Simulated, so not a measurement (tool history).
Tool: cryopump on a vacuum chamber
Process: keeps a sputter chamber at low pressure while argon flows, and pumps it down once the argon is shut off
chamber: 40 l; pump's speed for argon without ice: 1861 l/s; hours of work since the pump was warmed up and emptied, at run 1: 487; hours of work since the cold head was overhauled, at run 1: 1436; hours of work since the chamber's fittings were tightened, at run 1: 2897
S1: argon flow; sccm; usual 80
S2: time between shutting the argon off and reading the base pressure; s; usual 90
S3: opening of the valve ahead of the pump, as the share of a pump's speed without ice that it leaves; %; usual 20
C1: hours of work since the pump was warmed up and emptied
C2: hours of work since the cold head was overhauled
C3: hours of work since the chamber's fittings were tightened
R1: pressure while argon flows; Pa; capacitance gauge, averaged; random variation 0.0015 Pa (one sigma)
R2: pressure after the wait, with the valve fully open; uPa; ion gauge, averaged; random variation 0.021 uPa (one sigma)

Run 1, hour 0.0: usual settings; C1 487; C2 1436; C3 2897. Result: R1 0.3735 Pa, R2 0.95 uPa.
Run 2, hour 57.4: usual settings but S2 180 s; C1 526; C2 1475; C3 2936. Result: R1 0.3755 Pa, R2 0.86 uPa.
Run 3, hour 100.1: usual settings; C1 555; C2 1504; C3 2965. Result: R1 0.3767 Pa, R2 0.96 uPa.
At hour 108.2: leaking fittings of the chamber tightened, without venting.
Run 4, hour 151.2: usual settings; C1 588; C2 1537; C3 29. Result: R1 0.3772 Pa, R2 0.43 uPa.
Run 5, hour 198.5: usual settings; C1 620; C2 1570; C3 61. Result: R1 0.3753 Pa, R2 0.40 uPa.
Run 6, hour 236.8: usual settings; C1 646; C2 1596; C3 87. Result: R1 0.3759 Pa, R2 0.40 uPa.
Run 7, hour 276.5: usual settings; C1 673; C2 1623; C3 114. Result: R1 0.3792 Pa, R2 0.47 uPa.
Run 8, hour 319.9: usual settings but S1 138 sccm; C1 703; C2 1652; C3 144. Result: R1 0.6491 Pa, R2 0.44 uPa.
Run 9, hour 360.8: usual settings but S1 138 sccm; C1 731; C2 1680; C3 171. Result: R1 0.6553 Pa, R2 0.47 uPa.
Run 10, hour 388.7: usual settings; C1 749; C2 1699; C3 190. Result: R1 0.3801 Pa, R2 0.47 uPa.
Run 11, hour 416.2: usual settings; C1 768; C2 1717; C3 209. Result: R1 0.3801 Pa, R2 0.43 uPa.
Run 12, hour 447.3: usual settings; C1 789; C2 1738; C3 230. Result: R1 0.3809 Pa, R2 0.45 uPa.
Run 13, hour 482.3: usual settings but S1 33 sccm, S2 39 s, S3 34 %; C1 813; C2 1762; C3 254. Result: R1 0.0958 Pa, R2 0.71 uPa.
Run 14, hour 512.7: usual settings but S1 38 sccm; C1 834; C2 1783; C3 275. Result: R1 0.1817 Pa, R2 0.50 uPa.
Run 15, hour 562.7: usual settings but S1 41 sccm, S2 22 s, S3 16 %; C1 868; C2 1817; C3 308. Result: R1 0.2429 Pa, R2 1.12 uPa.
Run 16, hour 615.7: usual settings but S1 41 sccm, S2 43 s, S3 19 %; C1 904; C2 1853; C3 344. Result: R1 0.2069 Pa, R2 0.74 uPa.
At hour 643.2: pump warmed up, emptied and cooled again.
Run 17, hour 646.4: usual settings but S1 41 sccm, S2 43 s, S3 19 %; C1 2; C2 1870; C3 362. Result: R1 0.1963 Pa, R2 0.67 uPa.
Run 18, hour 692.3: usual settings but S1 41 sccm, S2 43 s, S3 19 %; C1 33; C2 1901; C3 393. Result: R1 0.1963 Pa, R2 0.70 uPa.
Run 19, hour 747.6: usual settings but S1 83 sccm, S3 40 %; C1 71; C2 1939; C3 431. Result: R1 0.1926 Pa, R2 0.47 uPa.
Run 20, hour 780.6: usual settings but S2 39 s; C1 93; C2 1961; C3 453. Result: R1 0.3686 Pa, R2 0.72 uPa.
Run 21, hour 814.4: usual settings but S1 114 sccm, S2 45 s; C1 116; C2 1984; C3 476. Result: R1 0.5247 Pa, R2 0.70 uPa.
Run 22, hour 846.8: usual settings but S2 33 s, S3 18 %; C1 138; C2 2006; C3 498. Result: R1 0.4083 Pa, R2 0.81 uPa.
Run 23, hour 898.0: usual settings but S2 29 s; C1 173; C2 2041; C3 533. Result: R1 0.3683 Pa, R2 0.91 uPa.
Run 24, hour 952.7: usual settings but S2 30 s, S3 51 %; C1 210; C2 2078; C3 570. Result: R1 0.1492 Pa, R2 0.88 uPa.

Forecast each of these 3 alternatives for the next run:
Run A, hour 1010.6: usual settings but S1 108 sccm, S2 24 s, S3 32 %; C1 249; C2 2117; C3 609. Result: R1 ?, R2 ?.
Run B, hour 1010.6: usual settings but S1 82 sccm, S2 29 s, S3 30 %; C1 249; C2 2117; C3 609. Result: R1 ?, R2 ?.
Run C, hour 1010.6: usual settings but S1 54 sccm, S2 30 s, S3 51 %; C1 249; C2 2117; C3 609. Result: R1 ?, R2 ?.

run      R1    R2
  A  0.3144  1.06
  B  0.2547  0.97
  C  0.1004  0.91
Without the tool's hidden state the same runs would have given:
run      R1    R2
  A  0.3058  0.90
  B  0.2481  0.81
  C  0.0961  0.75

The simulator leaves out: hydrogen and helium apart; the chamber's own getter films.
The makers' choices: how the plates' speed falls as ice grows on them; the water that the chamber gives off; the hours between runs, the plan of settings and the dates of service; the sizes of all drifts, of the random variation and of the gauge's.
